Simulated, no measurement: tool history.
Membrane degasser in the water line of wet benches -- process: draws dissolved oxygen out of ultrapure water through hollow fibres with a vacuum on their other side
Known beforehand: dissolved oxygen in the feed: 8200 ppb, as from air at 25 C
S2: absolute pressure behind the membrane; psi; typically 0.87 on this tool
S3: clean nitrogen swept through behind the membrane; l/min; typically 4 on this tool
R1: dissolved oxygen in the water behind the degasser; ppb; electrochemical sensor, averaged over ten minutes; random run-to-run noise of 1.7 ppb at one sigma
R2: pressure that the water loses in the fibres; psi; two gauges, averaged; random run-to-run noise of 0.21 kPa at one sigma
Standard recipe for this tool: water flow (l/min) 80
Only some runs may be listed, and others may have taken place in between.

run 1 hour=0 | water_flow_(l/min)=80 S2=0.87 S3=4 | R1=165.3 R2=7.065
run 2 hour=127.8 | water_flow_(l/min)=80 S2=0.87 S3=4 | R1=169.3 R2=7.073
run 3 hour=212.6 | water_flow_(l/min)=80 S2=0.87 S3=10.44 | R1=95.2 R2=7.066
run 4 hour=390.3 | water_flow_(l/min)=80 S2=0.87 S3=10.44 | R1=95.8 R2=7.1
run 5 hour=488.6 | water_flow_(l/min)=80 S2=0.87 S3=4 | R1=166.5 R2=7.072
run 6 hour=571.1 | water_flow_(l/min)=80 S2=0.87 S3=4 | R1=165 R2=7.015
run 7 hour=704.4 | water_flow_(l/min)=80 S2=0.87 S3=4 | R1=164.3 R2=7.073
run 8 hour=789.9 | water_flow_(l/min)=80 S2=1.06 S3=4 | R1=222.7 R2=7.053
run 9 hour=894.4 | water_flow_(l/min)=80 S2=1.79 S3=4.09 | R1=418.1 R2=7.036
run 10 hour=1071 | water_flow_(l/min)=103 S2=1.002 S3=4.09 | R1=300.5 R2=9.097
run 11 hour=1158.8 | water_flow_(l/min)=53 S2=0.759 S3=4.09 | R1=66.5 R2=4.654
run 12 hour=1331.5 | water_flow_(l/min)=102 S2=1.12 S3=5.05 | R1=302.7 R2=8.955
run 13 hour=1450.1 | water_flow_(l/min)=122 S2=0.87 S3=5.78 | R1=302.1 R2=10.685

Each row is a separate what-if for the run after 13, all from the same tool condition, not one after another. Results?
run A hour=1631.2 | water_flow_(l/min)=75 S2=0.87 S3=9.83 | R1=? R2=?
run B hour=1631.2 | water_flow_(l/min)=73 S2=0.87 S3=2.02 | R1=? R2=?
run C hour=1631.2 | water_flow_(l/min)=77 S2=1.466 S3=5.78 | R1=? R2=?
run D hour=1631.2 | water_flow_(l/min)=79 S2=2.151 S3=9.2 | R1=? R2=?
run E hour=1631.2 | water_flow_(l/min)=98 S2=0.87 S3=7.2 | R1=? R2=?

run=A R1=84.4 R2=6.604
run=B R1=233.2 R2=6.38
run=C R1=243.6 R2=6.789
run=D R1=271.6 R2=6.934
run=E R1=178.6 R2=8.678
What these runs would have given with no unlogged condition in the tool:
run=A R1=84.2 R2=6.653
run=B R1=233 R2=6.428
run=C R1=243.5 R2=6.84
run=D R1=271.4 R2=6.985
run=E R1=178.4 R2=8.743
